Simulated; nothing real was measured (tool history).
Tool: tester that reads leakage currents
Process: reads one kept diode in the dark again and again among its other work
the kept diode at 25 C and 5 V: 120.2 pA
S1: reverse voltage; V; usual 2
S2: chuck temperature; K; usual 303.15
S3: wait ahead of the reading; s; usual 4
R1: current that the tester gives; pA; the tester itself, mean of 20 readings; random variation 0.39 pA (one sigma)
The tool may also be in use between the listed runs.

| run | hour | S1 | S2 | S3 | R1 |
|---|---|---|---|---|---|
| 1 | 0 | 2 | 303.15 | 4 | 137.84 |
| 2 | 26.2 | 16.72 | 303.15 | 4 | 290.05 |
| 3 | 60.7 | 10.81 | 303.15 | 4 | 247.53 |
| 4 | 95.9 | 2 | 303.15 | 4 | 139.3 |
| 5 | 116.5 | 2 | 303.15 | 1.86 | 139.62 |
| 6 | 153 | 2 | 303.15 | 1.86 | 139.12 |
| 7 | 177.4 | 1.71 | 310.15 | 1.35 | 218.06 |
| 8 | 216.1 | 1.71 | 310.15 | 1.35 | 218.83 |
| 9 | 235.8 | 9.18 | 310.15 | 1.35 | 390.66 |
| 10 | 262.2 | 9.18 | 310.15 | 1.35 | 392.81 |

Not shown: 1 entry that the log had between the listed runs. Between which runs, and how does the tool's hidden state differ before and after?
Between runs 3 and 4: probe card cleaned and baked (hour 67.2)
  stray current of the dirty probe card, pA a volt: 0.968 -> 1.46; current scale over the true one, %: 0.13 -> 0.14; true chuck temperature over the reading, C: 0.6 -> 0.62
  measured less the result without the state, R1: +20.79 -> +9.15 pA

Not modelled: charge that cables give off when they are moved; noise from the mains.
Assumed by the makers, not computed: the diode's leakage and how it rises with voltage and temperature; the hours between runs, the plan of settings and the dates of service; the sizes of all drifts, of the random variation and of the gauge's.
